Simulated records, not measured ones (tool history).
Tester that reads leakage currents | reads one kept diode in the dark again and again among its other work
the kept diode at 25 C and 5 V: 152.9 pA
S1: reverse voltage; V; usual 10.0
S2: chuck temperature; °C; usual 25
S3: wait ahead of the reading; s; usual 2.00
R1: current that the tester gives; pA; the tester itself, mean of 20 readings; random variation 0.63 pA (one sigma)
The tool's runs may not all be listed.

run	hour	S1	S2	S3	R1
1	0.0	10.0	25	2.00	183.92
2	26.0	10.0	25	2.00	184.42
3	54.0	10.0	25	2.00	184.19
4	79.1	10.0	25	2.00	183.52
5	105.8	10.0	25	2.00	182.92
6	123.0	10.0	25	2.00	182.04
7	147.8	10.0	25	2.00	182.14
8	164.6	1.9	25	2.00	86.71
9	202.9	1.9	25	4.67	86.01
10	220.6	6.4	25	2.00	148.30
11	240.6	10.0	25	2.00	181.13
12	266.6	10.0	25	2.00	182.03
13	287.4	10.0	25	2.00	181.11
14	310.3	10.0	25	2.00	181.39
15	334.1	10.0	25	2.00	180.26
16	365.3	10.0	25	2.00	179.88
17	388.1	10.0	25	2.00	179.37
18	426.0	10.0	25	2.00	178.00
# hour 430.6: chuck's temperature calibrated
19	444.2	10.0	25	2.00	209.20
20	473.5	10.0	44	6.92	793.08
21	493.7	10.0	44	6.92	795.07
22	526.7	9.0	25	9.47	197.28
23	564.4	9.0	25	9.47	198.27
24	598.3	9.0	25	9.47	197.66
25	619.4	10.0	20	0.36	145.96
26	648.6	1.2	24	0.88	74.01
27	683.7	13.4	25	5.21	235.21
28	703.8	13.4	55	7.22	1818.04
29	737.7	13.4	55	7.22	1809.59
30	755.6	3.3	42	7.31	416.25
31	772.8	16.5	42	0.41	859.48
32	795.3	2.0	42	0.41	334.27

Forecast each of these 5 alternatives for the next run:
A	815.9	5.2	33	5.32	?
B	815.9	3.5	38	0.41	?
C	815.9	10.0	24	2.00	?
D	815.9	5.2	39	0.37	?
E	815.9	18.6	27	2.55	?

run	R1
A	269.61
B	326.26
C	189.14
D	414.64
E	313.13
Without the tool's hidden state the same runs would have given:
run	R1
A	279.09
B	338.50
C	193.46
D	429.79
E	319.19
